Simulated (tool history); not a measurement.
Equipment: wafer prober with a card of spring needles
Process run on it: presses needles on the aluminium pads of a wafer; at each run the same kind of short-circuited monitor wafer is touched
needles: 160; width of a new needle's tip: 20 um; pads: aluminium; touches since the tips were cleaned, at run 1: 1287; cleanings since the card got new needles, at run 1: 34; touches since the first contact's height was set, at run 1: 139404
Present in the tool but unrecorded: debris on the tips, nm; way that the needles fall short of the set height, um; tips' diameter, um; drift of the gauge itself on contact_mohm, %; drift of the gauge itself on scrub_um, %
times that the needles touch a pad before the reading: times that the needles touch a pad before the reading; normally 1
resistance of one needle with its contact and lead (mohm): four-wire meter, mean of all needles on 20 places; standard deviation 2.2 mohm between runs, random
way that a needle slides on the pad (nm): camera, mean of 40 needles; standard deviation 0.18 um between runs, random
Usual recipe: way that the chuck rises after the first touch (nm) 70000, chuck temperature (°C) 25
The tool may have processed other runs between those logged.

run	day	way that the chuck rises after the first touch (nm)	chuck temperature (°C)	times that the needles touch a pad before the reading	touches since the tips were cleaned	cleanings since the card got new needles	touches since the first contact's height was set	resistance of one needle with its contact and lead (mohm)	way that a needle slides on the pad (nm)
1	0.000	70000	25	1	1287	34	139404	313	18010
# day 0.267: tips cleaned on abrasive film
# day 0.704: tips cleaned on abrasive film
# day 1.067: tips cleaned on abrasive film
2	1.346	70000	25	1	3052	37	153842	348	18240
# day 1.438: tips cleaned on abrasive film
# day 1.800: tips cleaned on abrasive film
# day 2.238: tips cleaned on abrasive film
# day 2.683: tips cleaned on abrasive film
3	2.742	70000	121	1	608	41	168732	312	17910
# day 3.100: tips cleaned on abrasive film
# day 3.554: tips cleaned on abrasive film
4	3.704	70000	121	2	1635	43	179064	314	18040
# day 3.967: tips cleaned on abrasive film
# day 4.404: tips cleaned on abrasive film
# day 4.838: tips cleaned on abrasive film
5	5.125	70000	76	2	3106	46	194312	315	17980
# day 5.200: tips cleaned on abrasive film
# day 5.625: tips cleaned on abrasive film
# day 5.988: tips cleaned on abrasive film
# day 6.421: tips cleaned on abrasive film
# day 6.783: tips cleaned on abrasive film
6	6.825	70000	25	1	449	51	212451	283	17750
# day 7.183: tips cleaned on abrasive film
# day 7.625: tips cleaned on abrasive film
# day 8.029: tips cleaned on abrasive film
7	8.029	70000	25	1	0	54	225376	258	17390
# day 8.446: tips cleaned on abrasive film
# day 8.888: tips cleaned on abrasive film
# day 8.900: height of the first contact set anew
# day 9.329: tips cleaned on abrasive film
8	9.550	70000	25	1	2423	57	6988	338	19650
# day 9.733: tips cleaned on abrasive film
# day 10.171: tips cleaned on abrasive film
# day 10.608: tips cleaned on abrasive film
9	10.675	70000	25	1	688	60	18979	290	18880
# day 11.021: tips cleaned on abrasive film
# day 11.383: tips cleaned on abrasive film
10	11.733	70000	25	2	3758	62	30340	310	18630
# day 11.825: tips cleaned on abrasive film
# day 12.188: tips cleaned on abrasive film
# day 12.550: tips cleaned on abrasive film
# day 12.950: tips cleaned on abrasive film
11	12.950	70000	25	2	0	66	43358	253	18990
# day 13.392: tips cleaned on abrasive film
# day 13.825: tips cleaned on abrasive film
12	13.825	70000	27	2	0	68	52711	254	19100
# day 14.229: tips cleaned on abrasive film
# day 14.671: tips cleaned on abrasive film
13	15.017	70000	27	2	3715	70	65507	322	18540
# day 15.108: tips cleaned on abrasive film
# day 15.471: tips cleaned on abrasive film
# day 15.896: tips cleaned on abrasive film
14	16.000	70000	27	2	1151	73	76029	288	19190
# day 16.258: tips cleaned on abrasive film
# day 16.621: tips cleaned on abrasive film
15	16.783	70000	27	2	1734	75	84384	299	18670
# day 17.033: tips cleaned on abrasive film
# day 17.458: tips cleaned on abrasive film
# day 17.821: tips cleaned on abrasive film
# day 18.258: tips cleaned on abrasive film
16	18.450	70000	92	1	2061	79	102242	358	18370
# day 18.704: tips cleaned on abrasive film
# day 19.146: tips cleaned on abrasive film
# day 19.575: tips cleaned on abrasive film
17	19.592	86000	68	1	206	82	114478	279	22880
# day 19.954: tips cleaned on abrasive film
# day 20.350: tips cleaned on abrasive film
# day 20.788: tips cleaned on abrasive film
# day 21.150: tips cleaned on abrasive film
18	21.229	86000	68	1	872	86	132014	293	22750
# day 21.579: tips cleaned on abrasive film
# day 22.025: tips cleaned on abrasive film
# day 22.388: tips cleaned on abrasive film
# day 22.812: tips cleaned on abrasive film
19	22.917	70000	34	1	1113	90	150070	312	18190
# day 23.250: tips cleaned on abrasive film
# day 23.679: tips cleaned on abrasive film
20	23.929	75000	105	1	2677	92	160926	357	19700
# day 24.112: tips cleaned on abrasive film
# day 24.471: tips cleaned on abrasive film
# day 24.908: tips cleaned on abrasive film
# day 25.346: tips cleaned on abrasive film
21	25.425	73000	25	1	837	96	176918	298	19050
# day 25.783: tips cleaned on abrasive film
# day 26.212: tips cleaned on abrasive film
22	26.488	75000	34	1	2991	98	188342	360	19650
# day 26.579: tips cleaned on abrasive film
# day 26.942: tips cleaned on abrasive film
23	27.250	63000	54	1	3311	100	196485	420	15830
# day 27.342: tips cleaned on abrasive film
# day 27.762: tips cleaned on abrasive film
# day 28.200: tips cleaned on abrasive film
24	28.404	63000	54	1	2193	103	208831	396	16010
# day 28.583: tips cleaned on abrasive film
# day 29.033: tips cleaned on abrasive film
# day 29.475: tips cleaned on abrasive film
# day 29.838: tips cleaned on abrasive film
25	30.033	62000	110	1	2148	107	226302	413	15450
# day 30.212: tips cleaned on abrasive film
# day 30.654: tips cleaned on abrasive film
# day 30.842: height of the first contact set anew
# day 31.117: tips cleaned on abrasive film
26	31.146	53000	53	2	328	110	3227	298	14530
# day 31.500: tips cleaned on abrasive film
# day 31.950: tips cleaned on abrasive film
# day 32.383: tips cleaned on abrasive film
# day 32.754: tips cleaned on abrasive film
27	32.754	81000	25	1	0	114	20431	255	22470

4 options for the next run, each taken on its own from the tool as it stands now. Forecast them:
# day 33.188: tips cleaned on abrasive film
# day 33.550: tips cleaned on abrasive film
# day 33.912: tips cleaned on abrasive film
A	34.196	81000	69	2	3091	117	35932	?	?
# day 33.188: tips cleaned on abrasive film
# day 33.550: tips cleaned on abrasive film
# day 33.912: tips cleaned on abrasive film
B	34.196	80000	36	1	3091	117	35932	?	?
# day 33.188: tips cleaned on abrasive film
# day 33.550: tips cleaned on abrasive film
# day 33.912: tips cleaned on abrasive film
C	34.196	81000	27	3	3091	117	35932	?	?
# day 33.188: tips cleaned on abrasive film
# day 33.550: tips cleaned on abrasive film
# day 33.912: tips cleaned on abrasive film
D	34.196	74000	26	2	3091	117	35932	?	?

run	resistance of one needle with its contact and lead (mohm)	way that a needle slides on the pad (nm)
A	313	21640
B	345	22170
C	279	22210
D	313	20020
With the hidden condition removed and each run's random variation left untouched, the same runs would have given:
run	resistance of one needle with its contact and lead (mohm)	way that a needle slides on the pad (nm)
A	259	21890
B	250	22420
C	244	22460
D	246	20260
